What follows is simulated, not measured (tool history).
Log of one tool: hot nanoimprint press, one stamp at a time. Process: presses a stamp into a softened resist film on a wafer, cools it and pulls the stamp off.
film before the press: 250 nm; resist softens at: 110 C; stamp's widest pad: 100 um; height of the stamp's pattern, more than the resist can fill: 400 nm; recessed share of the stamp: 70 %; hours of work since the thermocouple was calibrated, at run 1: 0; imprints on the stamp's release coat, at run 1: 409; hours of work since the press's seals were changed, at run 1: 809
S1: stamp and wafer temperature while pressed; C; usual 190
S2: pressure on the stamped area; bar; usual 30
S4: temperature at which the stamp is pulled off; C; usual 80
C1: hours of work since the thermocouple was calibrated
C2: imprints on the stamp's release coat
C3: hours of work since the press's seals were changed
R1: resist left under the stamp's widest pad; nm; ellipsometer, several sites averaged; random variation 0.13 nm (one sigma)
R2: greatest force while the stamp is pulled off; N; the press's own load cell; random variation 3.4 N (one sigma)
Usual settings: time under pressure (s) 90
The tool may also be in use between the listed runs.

run 1 hour=0 | S1=190 S2=30 time_under_pressure_(s)=90 S4=80 | C1=0 C2=409 C3=809 | R1=90.2 R2=165
run 2 hour=80.5 | S1=190 S2=30 time_under_pressure_(s)=90 S4=87 | C1=60 C2=783 C3=869 | R1=90.4 R2=155
run 3 hour=154.5 | S1=190 S2=30 time_under_pressure_(s)=90 S4=80 | C1=114 C2=1126 C3=923 | R1=90.4 R2=161
-- hour=173 stamp cleaned and given a new release coat
run 4 hour=227.4 | S1=190 S2=30 time_under_pressure_(s)=90 S4=80 | C1=164 C2=253 C3=973 | R1=90.2 R2=168
run 5 hour=266 | S1=190 S2=30 time_under_pressure_(s)=99 S4=80 | C1=193 C2=432 C3=1002 | R1=86.8 R2=168
-- hour=291.6 press's hydraulic seals changed and the load cell set to zero
run 6 hour=319.7 | S1=190 S2=30 time_under_pressure_(s)=99 S4=80 | C1=226 C2=644 C3=21 | R1=87 R2=168
run 7 hour=375.9 | S1=190 S2=30 time_under_pressure_(s)=80 S4=80 | C1=268 C2=905 C3=62 | R1=94.3 R2=161
-- hour=440.7 stamp cleaned and given a new release coat
run 8 hour=460.1 | S1=190 S2=30 time_under_pressure_(s)=80 S4=80 | C1=326 C2=90 C3=120 | R1=94.5 R2=158
run 9 hour=504.3 | S1=190 S2=30 time_under_pressure_(s)=80 S4=80 | C1=359 C2=295 C3=153 | R1=94.4 R2=162
run 10 hour=580.5 | S1=190 S2=30 time_under_pressure_(s)=80 S4=71 | C1=415 C2=649 C3=210 | R1=94.6 R2=174
-- hour=610.2 plate thermocouple calibrated
run 11 hour=641.3 | S1=190 S2=30 time_under_pressure_(s)=60 S4=80 | C1=23 C2=917 C3=252 | R1=105.2 R2=163
-- hour=702.6 stamp cleaned and given a new release coat
run 12 hour=737.8 | S1=190 S2=30 time_under_pressure_(s)=60 S4=80 | C1=90 C2=163 C3=319 | R1=105.2 R2=164
run 13 hour=794.4 | S1=190 S2=19.7 time_under_pressure_(s)=90 S4=80 | C1=132 C2=426 C3=361 | R1=111.3 R2=164
run 14 hour=835.3 | S1=190 S2=19.7 time_under_pressure_(s)=90 S4=80 | C1=162 C2=616 C3=392 | R1=111.6 R2=163
run 15 hour=890 | S1=190 S2=19.7 time_under_pressure_(s)=90 S4=80 | C1=203 C2=870 C3=432 | R1=111.5 R2=165
-- hour=962.5 stamp cleaned and given a new release coat
run 16 hour=988.9 | S1=190 S2=30 time_under_pressure_(s)=67 S4=81 | C1=272 C2=122 C3=501 | R1=100.9 R2=166
run 17 hour=1062 | S1=190 S2=30 time_under_pressure_(s)=67 S4=81 | C1=326 C2=462 C3=555 | R1=101.2 R2=161
run 18 hour=1142.4 | S1=190 S2=30 time_under_pressure_(s)=88 S4=81 | C1=385 C2=835 C3=615 | R1=91 R2=167
-- hour=1212.1 plate thermocouple calibrated
-- hour=1222.3 stamp cleaned and given a new release coat
run 19 hour=1235.9 | S1=190 S2=30 time_under_pressure_(s)=90 S4=86 | C1=13 C2=63 C3=677 | R1=90.4 R2=148
run 20 hour=1312.6 | S1=190 S2=30 time_under_pressure_(s)=90 S4=86 | C1=70 C2=419 C3=734 | R1=90.5 R2=153
run 21 hour=1377.7 | S1=190 S2=30 time_under_pressure_(s)=90 S4=86 | C1=118 C2=721 C3=782 | R1=90.3 R2=150
run 22 hour=1459.3 | S1=190 S2=30 time_under_pressure_(s)=122 S4=80 | C1=179 C2=1100 C3=843 | R1=80.3 R2=172
-- hour=1481 stamp cleaned and given a new release coat
run 23 hour=1508.2 | S1=184 S2=19.1 time_under_pressure_(s)=124 S4=79 | C1=210 C2=126 C3=875 | R1=123.2 R2=168
run 24 hour=1594.5 | S1=184 S2=19.1 time_under_pressure_(s)=124 S4=79 | C1=274 C2=527 C3=939 | R1=122.9 R2=170
run 25 hour=1683.5 | S1=184 S2=19.1 time_under_pressure_(s)=55 S4=69 | C1=340 C2=940 C3=1005 | R1=158.5 R2=180
-- hour=1707.9 press's hydraulic seals changed and the load cell set to zero
run 26 hour=1737.1 | S1=190 S2=30 time_under_pressure_(s)=112 S4=65 | C1=374 C2=1152 C3=22 | R1=82.8 R2=186
-- hour=1748.6 stamp cleaned and given a new release coat
run 27 hour=1791.1 | S1=190 S2=30 time_under_pressure_(s)=134 S4=80 | C1=410 C2=197 C3=57 | R1=77.3 R2=163
-- hour=1830.7 plate thermocouple calibrated
run 28 hour=1864.9 | S1=190 S2=30 time_under_pressure_(s)=79 S4=80 | C1=25 C2=526 C3=110 | R1=95 R2=163

Hidden state at the last listed run before each entry between runs and at the first one after, where it differs:
Between runs 3 and 4: stamp cleaned and given a new release coat (hour 173)
  pressure that arrives at the usual setting, %: 99.98 -> 99.97; grip of the stamp's worn release coat, % over a new coat's: 0.6 -> 0.1
Between runs 5 and 6: press's hydraulic seals changed and the load cell set to zero (hour 291.6)
  true temperature over the reading, C: 0 -> 0.01; pressure that arrives at the usual setting, %: 99.97 -> 100; grip of the stamp's worn release coat, % over a new coat's: 0.2 -> 0.3
Between runs 7 and 8: stamp cleaned and given a new release coat (hour 440.7)
  pressure that arrives at the usual setting, %: 100 -> 99.99; grip of the stamp's worn release coat, % over a new coat's: 0.5 -> 0
Between runs 10 and 11: plate thermocouple calibrated (hour 610.2)
  true temperature over the reading, C: 0.01 -> 0; grip of the stamp's worn release coat, % over a new coat's: 0.3 -> 0.5
Between runs 11 and 12: stamp cleaned and given a new release coat (hour 702.6)
  grip of the stamp's worn release coat, % over a new coat's: 0.5 -> 0.1
Between runs 15 and 16: stamp cleaned and given a new release coat (hour 962.5)
  true temperature over the reading, C: 0 -> 0.01; pressure that arrives at the usual setting, %: 99.99 -> 99.98; grip of the stamp's worn release coat, % over a new coat's: 0.5 -> 0.1
Between runs 18 and 19: plate thermocouple calibrated (hour 1212.1); stamp cleaned and given a new release coat (hour 1222.3)
  true temperature over the reading, C: 0.01 -> 0; grip of the stamp's worn release coat, % over a new coat's: 0.4 -> 0
Between runs 22 and 23: stamp cleaned and given a new release coat (hour 1481)
  grip of the stamp's worn release coat, % over a new coat's: 0.6 -> 0.1
Between runs 25 and 26: press's hydraulic seals changed and the load cell set to zero (hour 1707.9)
  pressure that arrives at the usual setting, %: 99.97 -> 100; grip of the stamp's worn release coat, % over a new coat's: 0.5 -> 0.6
Between runs 26 and 27: stamp cleaned and given a new release coat (hour 1748.6)
  pressure that arrives at the usual setting, %: 100 -> 99.99; grip of the stamp's worn release coat, % over a new coat's: 0.6 -> 0.1
Between runs 27 and 28: plate thermocouple calibrated (hour 1830.7)
  true temperature over the reading, C: 0.01 -> 0; grip of the stamp's worn release coat, % over a new coat's: 0.1 -> 0.3
